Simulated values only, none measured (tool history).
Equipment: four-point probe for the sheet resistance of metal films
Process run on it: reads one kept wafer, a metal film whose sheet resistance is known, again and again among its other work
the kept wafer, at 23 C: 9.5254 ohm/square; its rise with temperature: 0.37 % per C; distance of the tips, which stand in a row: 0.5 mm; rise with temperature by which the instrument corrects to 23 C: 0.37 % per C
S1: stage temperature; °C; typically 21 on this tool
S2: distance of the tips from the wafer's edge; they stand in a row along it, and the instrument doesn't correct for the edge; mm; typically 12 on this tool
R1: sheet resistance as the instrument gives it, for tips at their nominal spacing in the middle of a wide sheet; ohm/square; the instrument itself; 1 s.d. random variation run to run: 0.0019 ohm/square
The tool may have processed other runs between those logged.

Run 1, day 0.000: usual settings. Result: R1 9.549232 ohm/square.
Run 2, day 0.896: usual settings. Result: R1 9.544894 ohm/square.
Run 3, day 1.371: usual settings. Result: R1 9.548873 ohm/square.
Run 4, day 2.246: usual settings. Result: R1 9.544786 ohm/square.
Run 5, day 3.183: usual settings. Result: R1 9.544580 ohm/square.
Run 6, day 3.867: usual settings. Result: R1 9.544923 ohm/square.
Run 7, day 4.842: usual settings but S1 31 °C. Result: R1 9.543916 ohm/square.
Run 8, day 5.633: usual settings but S1 31 °C. Result: R1 9.546112 ohm/square.
Run 9, day 6.079: usual settings but S1 19 °C, S2 17 mm. Result: R1 9.540875 ohm/square.
Run 10, day 6.662: usual settings but S1 19 °C, S2 17 mm. Result: R1 9.537810 ohm/square.
Run 11, day 7.204: usual settings but S1 26 °C. Result: R1 9.542269 ohm/square.
Run 12, day 8.050: usual settings but S1 20 °C, S2 22 mm. Result: R1 9.534824 ohm/square.
Run 13, day 8.804: usual settings but S1 29 °C, S2 45 mm. Result: R1 9.535493 ohm/square.
Run 14, day 9.379: usual settings but S1 29 °C, S2 45 mm. Result: R1 9.531901 ohm/square.

Consider 4 possible next runs. They are alternatives, not a sequence: every one starts from the tool as it was left by run 14. What does each give?
Run A, day 9.833: usual settings but S1 30 °C, S2 3 mm. Result: R1 ?.
Run B, day 9.833: usual settings but S1 29 °C, S2 35 mm. Result: R1 ?.
Run C, day 9.833: usual settings but S1 29 °C, S2 72 mm. Result: R1 ?.
Run D, day 9.833: usual settings but S2 6 mm. Result: R1 ?.

run        R1
  A  9.675669
  B  9.535931
  C  9.535157
  D  9.567232
What these runs would have given with no unlogged condition in the tool:
run        R1
  A  9.668503
  B  9.528859
  C  9.528086
  D  9.560132
